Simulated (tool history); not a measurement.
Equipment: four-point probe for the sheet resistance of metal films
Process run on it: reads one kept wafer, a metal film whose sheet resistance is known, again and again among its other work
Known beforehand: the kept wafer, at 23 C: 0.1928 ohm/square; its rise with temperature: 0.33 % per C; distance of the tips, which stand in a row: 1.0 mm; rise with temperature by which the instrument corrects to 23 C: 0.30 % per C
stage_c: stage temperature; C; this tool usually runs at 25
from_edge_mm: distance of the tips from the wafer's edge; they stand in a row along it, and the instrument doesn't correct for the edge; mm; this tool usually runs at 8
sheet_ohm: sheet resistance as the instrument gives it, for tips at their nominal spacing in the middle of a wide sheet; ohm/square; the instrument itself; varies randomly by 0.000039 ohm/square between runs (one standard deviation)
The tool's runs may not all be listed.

{"run": 1, "hour": 0.0, "stage_c": 25, "from_edge_mm": 8, "sheet_ohm": 0.194517}
{"run": 2, "hour": 10.7, "stage_c": 25, "from_edge_mm": 8, "sheet_ohm": 0.19456}
{"run": 3, "hour": 21.6, "stage_c": 25, "from_edge_mm": 8, "sheet_ohm": 0.194488}
{"run": 4, "hour": 40.9, "stage_c": 25, "from_edge_mm": 8, "sheet_ohm": 0.194545}
{"run": 5, "hour": 59.5, "stage_c": 25, "from_edge_mm": 8, "sheet_ohm": 0.194556}
{"run": 6, "hour": 82.6, "stage_c": 33, "from_edge_mm": 8, "sheet_ohm": 0.195051}
{"run": 7, "hour": 96.6, "stage_c": 33, "from_edge_mm": 8, "sheet_ohm": 0.195057}
{"run": 8, "hour": 109.3, "stage_c": 25, "from_edge_mm": 19, "sheet_ohm": 0.193212}
{"run": 9, "hour": 123.8, "stage_c": 25, "from_edge_mm": 19, "sheet_ohm": 0.193205}
{"run": 10, "hour": 144.8, "stage_c": 25, "from_edge_mm": 19, "sheet_ohm": 0.193247}
{"run": 11, "hour": 163.9, "stage_c": 25, "from_edge_mm": 13, "sheet_ohm": 0.193596}
{"run": 12, "hour": 185.5, "stage_c": 25, "from_edge_mm": 13, "sheet_ohm": 0.193517}
{"run": 13, "hour": 205.0, "stage_c": 25, "from_edge_mm": 13, "sheet_ohm": 0.19357}
{"run": 14, "hour": 215.1, "stage_c": 25, "from_edge_mm": 19, "sheet_ohm": 0.193265}
{"run": 15, "hour": 226.3, "stage_c": 20, "from_edge_mm": 53, "sheet_ohm": 0.19261}
{"run": 16, "hour": 245.9, "stage_c": 20, "from_edge_mm": 53, "sheet_ohm": 0.192664}
{"run": 17, "hour": 258.1, "stage_c": 18, "from_edge_mm": 5, "sheet_ohm": 0.196546}
{"run": 18, "hour": 279.0, "stage_c": 21, "from_edge_mm": 4, "sheet_ohm": 0.198927}

The next listed run, before its measurement:
{"run": 19, "hour": 289.6, "stage_c": 23, "from_edge_mm": 62, "sheet_ohm": "?"}

sheet_ohm: 0.192773 ohm/square
Were there no unlogged condition in the tool, this run, its random variation unchanged, would have produced sheet_ohm 0.192766 ohm/square.
